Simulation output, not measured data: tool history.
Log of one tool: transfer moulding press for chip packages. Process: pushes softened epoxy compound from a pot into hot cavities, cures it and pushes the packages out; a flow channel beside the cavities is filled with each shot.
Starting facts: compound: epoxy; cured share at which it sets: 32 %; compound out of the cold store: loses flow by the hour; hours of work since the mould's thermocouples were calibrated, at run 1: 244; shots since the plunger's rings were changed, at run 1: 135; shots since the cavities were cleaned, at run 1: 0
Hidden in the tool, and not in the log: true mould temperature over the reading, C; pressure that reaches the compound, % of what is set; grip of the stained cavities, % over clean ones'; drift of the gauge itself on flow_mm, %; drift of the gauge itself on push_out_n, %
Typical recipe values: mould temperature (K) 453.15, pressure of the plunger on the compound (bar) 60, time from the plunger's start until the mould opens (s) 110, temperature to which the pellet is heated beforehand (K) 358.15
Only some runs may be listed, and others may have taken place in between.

run	day	mould temperature (K)	pressure of the plunger on the compound (bar)	time from the plunger's start until the mould opens (s)	temperature to which the pellet is heated beforehand (K)	hours of work since the mould's thermocouples were calibrated	shots since the plunger's rings were changed	shots since the cavities were cleaned	incoming compound's hours out of the cold store	length that the compound runs in the flow channel (mm)	greatest force on the pins that push the packages out (N)
1	0	453.15	60	110	358.15	244	135	0	27.1	596	436
2	1.05	453.15	60	139	358.15	258	369	234	13.6	644	491
3	1.529	453.15	60	139	358.15	265	476	341	35.1	560	530
4	2.183	453.15	60	135	358.15	274	622	487	36.4	567	561
5	3.242	453.15	48.5	110	358.15	288	858	723	8.2	596	739
6	4.092	453.15	48.5	110	358.15	300	1048	913	37.5	502	749
# day 4.558: mould's thermocouples calibrated
7	4.825	453.15	48.5	110	358.15	4	1193	1058	14.3	564	785
# day 5.154: cavities cleaned with cleaning compound and waxed
8	5.842	453.15	57.5	110	358.15	17	1406	153	26.4	568	517
9	6.858	453.15	60	110	351.15	31	1632	379	20.9	603	647
10	7.446	453.15	60	110	359.15	39	1764	511	30.9	575	637
# day 7.738: mould's thermocouples calibrated, once more
11	8.1	453.15	60	110	359.15	5	1891	638	26.9	585	725
12	8.592	453.15	60	108	358.15	12	2001	748	47.1	521	730
13	9.254	454.15	66.6	124	362.15	21	2148	895	10.2	671	667
# day 10.288: cavities cleaned with cleaning compound and waxed
14	10.35	446.15	47.9	124	353.15	35	2379	14	11.8	584	557
15	10.808	459.15	53.9	110	358.15	42	2481	116	38.9	500	439
# day 11.442: plunger's sealing rings changed
16	11.604	453.15	60	128	363.15	51	36	270	41.3	551	503
17	12.504	454.15	52.3	131	351.15	64	238	472	28.9	544	565
18	13.262	454.15	52.3	110	351.15	74	406	640	15.3	591	691
19	14.212	449.15	74.8	101	352.15	87	619	853	13.1	729	1207
20	15.108	458.15	59.6	121	356.15	100	818	1052	37.7	546	649
# day 15.5: cavities cleaned with cleaning compound and waxed
21	16.033	453.15	55.6	110	355.15	112	1011	120	40.3	527	513
22	16.767	453.15	55.6	110	355.15	122	1175	284	35.2	543	599
23	17.55	453.15	55.6	110	355.15	133	1349	458	14.3	605	693
24	18.304	453.15	55.6	110	355.15	143	1517	626	24.1	572	741

What if the next run were any one of these 5? Each begins from the tool's condition after run 24:
A	18.854	453.15	60	123	358.15	151	1640	749	27.9	?	?
B	18.854	450.15	55.6	110	361.15	151	1640	749	34.3	?	?
C	18.854	453.15	55.6	110	359.15	151	1640	749	38.3	?	?
D	18.854	459.15	55.6	110	354.15	151	1640	749	39.7	?	?
E	18.854	457.15	55.4	110	365.15	151	1640	749	29.6	?	?

run	length that the compound runs in the flow channel (mm)	greatest force on the pins that push the packages out (N)
A	577	661
B	551	840
C	529	729
D	518	623
E	546	628
Had the tool no hidden state, the same runs would have come out as:
run	length that the compound runs in the flow channel (mm)	greatest force on the pins that push the packages out (N)
A	592	397
B	565	510
C	543	439
D	532	371
E	561	373

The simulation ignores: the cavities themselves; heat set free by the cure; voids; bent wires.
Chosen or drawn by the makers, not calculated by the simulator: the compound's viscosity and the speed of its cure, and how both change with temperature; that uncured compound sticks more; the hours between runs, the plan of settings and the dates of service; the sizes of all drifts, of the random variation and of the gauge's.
